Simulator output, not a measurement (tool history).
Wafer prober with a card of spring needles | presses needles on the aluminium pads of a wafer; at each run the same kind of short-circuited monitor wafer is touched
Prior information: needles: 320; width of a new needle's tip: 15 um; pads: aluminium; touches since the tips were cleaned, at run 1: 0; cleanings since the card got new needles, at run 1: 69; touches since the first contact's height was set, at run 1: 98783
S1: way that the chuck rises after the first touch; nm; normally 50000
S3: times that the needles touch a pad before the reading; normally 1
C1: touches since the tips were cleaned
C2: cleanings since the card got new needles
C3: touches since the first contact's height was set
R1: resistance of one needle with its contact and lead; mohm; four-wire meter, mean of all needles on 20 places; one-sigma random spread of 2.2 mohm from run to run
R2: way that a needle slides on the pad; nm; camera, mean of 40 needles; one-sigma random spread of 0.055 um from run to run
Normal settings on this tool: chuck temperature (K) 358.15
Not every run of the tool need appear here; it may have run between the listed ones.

{"run": 1, "day": 0.0, "S1": 50000, "chuck temperature (K)": 358.15, "S3": 1, "C1": 0, "C2": 69, "C3": 98783, "R1": 258, "R2": 12290}
{"day": 0.375, "done": "tips cleaned on abrasive film"}
{"day": 0.679, "done": "tips cleaned on abrasive film"}
{"day": 1.054, "done": "tips cleaned on abrasive film"}
{"run": 2, "day": 1.192, "S1": 35000, "chuck temperature (K)": 358.15, "S3": 1, "C1": 1982, "C2": 72, "C3": 115700, "R1": 427, "R2": 8440}
{"day": 1.421, "done": "tips cleaned on abrasive film"}
{"day": 1.796, "done": "tips cleaned on abrasive film"}
{"run": 3, "day": 1.967, "S1": 50000, "chuck temperature (K)": 358.15, "S3": 2, "C1": 2477, "C2": 74, "C3": 126712, "R1": 300, "R2": 12200}
{"day": 2.117, "done": "tips cleaned on abrasive film"}
{"day": 2.492, "done": "tips cleaned on abrasive film"}
{"run": 4, "day": 2.621, "S1": 50000, "chuck temperature (K)": 358.15, "S3": 2, "C1": 1855, "C2": 76, "C3": 135951, "R1": 299, "R2": 12230}
{"day": 2.846, "done": "tips cleaned on abrasive film"}
{"day": 3.221, "done": "tips cleaned on abrasive film"}
{"day": 3.588, "done": "tips cleaned on abrasive film"}
{"day": 3.958, "done": "tips cleaned on abrasive film"}
{"run": 5, "day": 3.988, "S1": 50000, "chuck temperature (K)": 358.15, "S3": 2, "C1": 435, "C2": 80, "C3": 155327, "R1": 269, "R2": 12160}
{"day": 4.271, "done": "tips cleaned on abrasive film"}
{"day": 4.571, "done": "tips cleaned on abrasive film"}
{"day": 4.942, "done": "tips cleaned on abrasive film"}
{"run": 6, "day": 5.179, "S1": 64000, "chuck temperature (K)": 358.15, "S3": 2, "C1": 3403, "C2": 83, "C3": 172219, "R1": 290, "R2": 15650}
{"day": 5.254, "done": "tips cleaned on abrasive film"}
{"day": 5.617, "done": "tips cleaned on abrasive film"}
{"day": 5.988, "done": "tips cleaned on abrasive film"}
{"run": 7, "day": 6.108, "S1": 66000, "chuck temperature (K)": 358.15, "S3": 2, "C1": 1768, "C2": 86, "C3": 185409, "R1": 269, "R2": 16110}
{"day": 6.333, "done": "tips cleaned on abrasive film"}
{"day": 6.704, "done": "tips cleaned on abrasive film"}
{"day": 6.779, "done": "tips cleaned on abrasive film, once more"}
{"day": 7.129, "done": "tips cleaned on abrasive film"}
{"day": 7.433, "done": "tips cleaned on abrasive film"}
{"run": 8, "day": 7.496, "S1": 66000, "chuck temperature (K)": 358.15, "S3": 2, "C1": 936, "C2": 91, "C3": 205028, "R1": 261, "R2": 16120}
{"day": 7.8, "done": "tips cleaned on abrasive film"}
{"day": 8.175, "done": "tips cleaned on abrasive film"}
{"day": 8.542, "done": "tips cleaned on abrasive film"}
{"day": 8.908, "done": "tips cleaned on abrasive film"}
{"run": 9, "day": 8.925, "S1": 50000, "chuck temperature (K)": 358.15, "S3": 1, "C1": 293, "C2": 95, "C3": 225296, "R1": 271, "R2": 11860}
{"day": 9.217, "done": "tips cleaned on abrasive film"}
{"day": 9.579, "done": "tips cleaned on abrasive film"}
{"day": 9.958, "done": "tips cleaned on abrasive film"}
{"day": 10.317, "done": "tips cleaned on abrasive film"}
{"day": 10.329, "done": "height of the first contact set anew"}
{"run": 10, "day": 10.342, "S1": 50000, "chuck temperature (K)": 358.15, "S3": 1, "C1": 209, "C2": 99, "C3": 209, "R1": 267, "R2": 12660}
{"day": 10.642, "done": "tips cleaned on abrasive film"}
{"day": 11.004, "done": "tips cleaned on abrasive film"}
{"day": 11.375, "done": "tips cleaned on abrasive film"}
{"day": 11.675, "done": "tips cleaned on abrasive film"}
{"run": 11, "day": 11.779, "S1": 50000, "chuck temperature (K)": 358.15, "S3": 2, "C1": 1520, "C2": 103, "C3": 20613, "R1": 283, "R2": 12580}

Below are 3 alternative next runs, each starting from the tool's condition after run 11. Predict each:
{"day": 12.004, "done": "tips cleaned on abrasive film"}
{"day": 12.354, "done": "tips cleaned on abrasive film"}
{"run": "A", "day": 12.479, "S1": 37000, "chuck temperature (K)": 306.15, "S3": 3, "C1": 1756, "C2": 105, "C3": 30490, "R1": "?", "R2": "?"}
{"day": 12.004, "done": "tips cleaned on abrasive film"}
{"day": 12.354, "done": "tips cleaned on abrasive film"}
{"run": "B", "day": 12.479, "S1": 32000, "chuck temperature (K)": 341.15, "S3": 1, "C1": 1756, "C2": 105, "C3": 30490, "R1": "?", "R2": "?"}
{"day": 12.004, "done": "tips cleaned on abrasive film"}
{"day": 12.354, "done": "tips cleaned on abrasive film"}
{"run": "C", "day": 12.479, "S1": 50000, "chuck temperature (K)": 305.15, "S3": 1, "C1": 1756, "C2": 105, "C3": 30490, "R1": "?", "R2": "?"}

run=A R1=300 R2=9350
run=B R1=450 R2=8050
run=C R1=317 R2=12540
What these runs would have given with no unlogged condition in the tool:
run=A R1=241 R2=9430
run=B R1=258 R2=8140
run=C R1=229 R2=12620
